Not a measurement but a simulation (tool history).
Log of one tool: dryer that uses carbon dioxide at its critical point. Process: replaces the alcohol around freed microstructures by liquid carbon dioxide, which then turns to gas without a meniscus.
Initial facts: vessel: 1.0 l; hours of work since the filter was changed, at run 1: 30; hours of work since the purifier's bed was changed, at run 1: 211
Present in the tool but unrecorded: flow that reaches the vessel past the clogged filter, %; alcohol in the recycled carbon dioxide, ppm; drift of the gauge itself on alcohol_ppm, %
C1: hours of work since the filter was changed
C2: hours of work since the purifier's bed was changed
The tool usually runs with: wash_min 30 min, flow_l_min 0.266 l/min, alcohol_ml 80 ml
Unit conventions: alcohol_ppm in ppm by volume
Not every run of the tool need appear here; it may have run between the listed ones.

{"run": 1, "hour": 0.0, "wash_min": 30, "flow_l_min": 0.266, "alcohol_ml": 80, "C1": 30, "C2": 211, "alcohol_ppm": 299}
{"run": 2, "hour": 25.6, "wash_min": 30, "flow_l_min": 0.266, "alcohol_ml": 80, "C1": 42, "C2": 224, "alcohol_ppm": 303}
{"run": 3, "hour": 43.8, "wash_min": 30, "flow_l_min": 0.266, "alcohol_ml": 80, "C1": 51, "C2": 233, "alcohol_ppm": 310}
{"run": 4, "hour": 68.4, "wash_min": 29, "flow_l_min": 0.266, "alcohol_ml": 80, "C1": 64, "C2": 245, "alcohol_ppm": 381}
{"run": 5, "hour": 86.0, "wash_min": 30, "flow_l_min": 0.266, "alcohol_ml": 80, "C1": 72, "C2": 254, "alcohol_ppm": 323}
{"run": 6, "hour": 107.6, "wash_min": 40, "flow_l_min": 0.266, "alcohol_ml": 80, "C1": 83, "C2": 264, "alcohol_ppm": 74}
{"run": 7, "hour": 122.7, "wash_min": 30, "flow_l_min": 0.266, "alcohol_ml": 80, "C1": 90, "C2": 272, "alcohol_ppm": 337}
{"run": 8, "hour": 142.2, "wash_min": 30, "flow_l_min": 0.266, "alcohol_ml": 80, "C1": 100, "C2": 281, "alcohol_ppm": 360}
{"run": 9, "hour": 155.2, "wash_min": 30, "flow_l_min": 0.266, "alcohol_ml": 80, "C1": 106, "C2": 288, "alcohol_ppm": 363}
{"run": 10, "hour": 178.7, "wash_min": 46, "flow_l_min": 0.266, "alcohol_ml": 80, "C1": 118, "C2": 299, "alcohol_ppm": 43}
{"run": 11, "hour": 194.9, "wash_min": 46, "flow_l_min": 0.266, "alcohol_ml": 80, "C1": 126, "C2": 307, "alcohol_ppm": 44}
{"run": 12, "hour": 218.4, "wash_min": 46, "flow_l_min": 0.266, "alcohol_ml": 80, "C1": 137, "C2": 319, "alcohol_ppm": 44}
{"run": 13, "hour": 230.8, "wash_min": 46, "flow_l_min": 0.266, "alcohol_ml": 80, "C1": 144, "C2": 325, "alcohol_ppm": 59}
{"run": 14, "hour": 251.3, "wash_min": 46, "flow_l_min": 0.266, "alcohol_ml": 80, "C1": 154, "C2": 335, "alcohol_ppm": 58}
{"run": 15, "hour": 272.7, "wash_min": 30, "flow_l_min": 0.266, "alcohol_ml": 80, "C1": 164, "C2": 346, "alcohol_ppm": 447}
{"hour": 276.8, "done": "inlet filter changed"}
{"run": 16, "hour": 287.8, "wash_min": 37, "flow_l_min": 0.266, "alcohol_ml": 34, "C1": 5, "C2": 353, "alcohol_ppm": 57}
{"run": 17, "hour": 302.6, "wash_min": 35, "flow_l_min": 0.209, "alcohol_ml": 34, "C1": 13, "C2": 360, "alcohol_ppm": 219}
{"run": 18, "hour": 319.3, "wash_min": 30, "flow_l_min": 0.266, "alcohol_ml": 47, "C1": 21, "C2": 368, "alcohol_ppm": 175}
{"run": 19, "hour": 332.4, "wash_min": 30, "flow_l_min": 0.266, "alcohol_ml": 47, "C1": 27, "C2": 375, "alcohol_ppm": 174}
{"run": 20, "hour": 344.4, "wash_min": 23, "flow_l_min": 0.397, "alcohol_ml": 32, "C1": 33, "C2": 380, "alcohol_ppm": 71}
{"run": 21, "hour": 365.6, "wash_min": 22, "flow_l_min": 0.197, "alcohol_ml": 80, "C1": 44, "C2": 391, "alcohol_ppm": 4019}
{"run": 22, "hour": 382.9, "wash_min": 39, "flow_l_min": 0.266, "alcohol_ml": 57, "C1": 52, "C2": 399, "alcohol_ppm": 61}
{"run": 23, "hour": 395.4, "wash_min": 38, "flow_l_min": 0.391, "alcohol_ml": 36, "C1": 58, "C2": 406, "alcohol_ppm": 34}
{"run": 24, "hour": 410.1, "wash_min": 38, "flow_l_min": 0.391, "alcohol_ml": 36, "C1": 66, "C2": 413, "alcohol_ppm": 33}
{"run": 25, "hour": 426.4, "wash_min": 38, "flow_l_min": 0.391, "alcohol_ml": 36, "C1": 74, "C2": 421, "alcohol_ppm": 33}
{"run": 26, "hour": 452.3, "wash_min": 43, "flow_l_min": 0.334, "alcohol_ml": 62, "C1": 87, "C2": 434, "alcohol_ppm": 33}
{"run": 27, "hour": 477.6, "wash_min": 30, "flow_l_min": 0.447, "alcohol_ml": 80, "C1": 99, "C2": 446, "alcohol_ppm": 37}
{"run": 28, "hour": 491.9, "wash_min": 30, "flow_l_min": 0.277, "alcohol_ml": 25, "C1": 106, "C2": 453, "alcohol_ppm": 123}
{"run": 29, "hour": 511.6, "wash_min": 30, "flow_l_min": 0.277, "alcohol_ml": 25, "C1": 116, "C2": 463, "alcohol_ppm": 125}

Each row is a separate what-if for the run after 29, all from the same tool condition, not one after another. Results?
{"run": "A", "hour": 527.9, "wash_min": 30, "flow_l_min": 0.31, "alcohol_ml": 34, "C1": 124, "C2": 471, "alcohol_ppm": "?"}
{"run": "B", "hour": 527.9, "wash_min": 30, "flow_l_min": 0.266, "alcohol_ml": 43, "C1": 124, "C2": 471, "alcohol_ppm": "?"}
{"run": "C", "hour": 527.9, "wash_min": 20, "flow_l_min": 0.266, "alcohol_ml": 42, "C1": 124, "C2": 471, "alcohol_ppm": "?"}
{"run": "D", "hour": 527.9, "wash_min": 30, "flow_l_min": 0.177, "alcohol_ml": 78, "C1": 124, "C2": 471, "alcohol_ppm": "?"}

run=A alcohol_ppm=99
run=B alcohol_ppm=225
run=C alcohol_ppm=1157
run=D alcohol_ppm=2387
With the hidden condition removed and each run's random variation left untouched, the same runs would have given:
run=A alcohol_ppm=48
run=B alcohol_ppm=135
run=C alcohol_ppm=868
run=D alcohol_ppm=1825

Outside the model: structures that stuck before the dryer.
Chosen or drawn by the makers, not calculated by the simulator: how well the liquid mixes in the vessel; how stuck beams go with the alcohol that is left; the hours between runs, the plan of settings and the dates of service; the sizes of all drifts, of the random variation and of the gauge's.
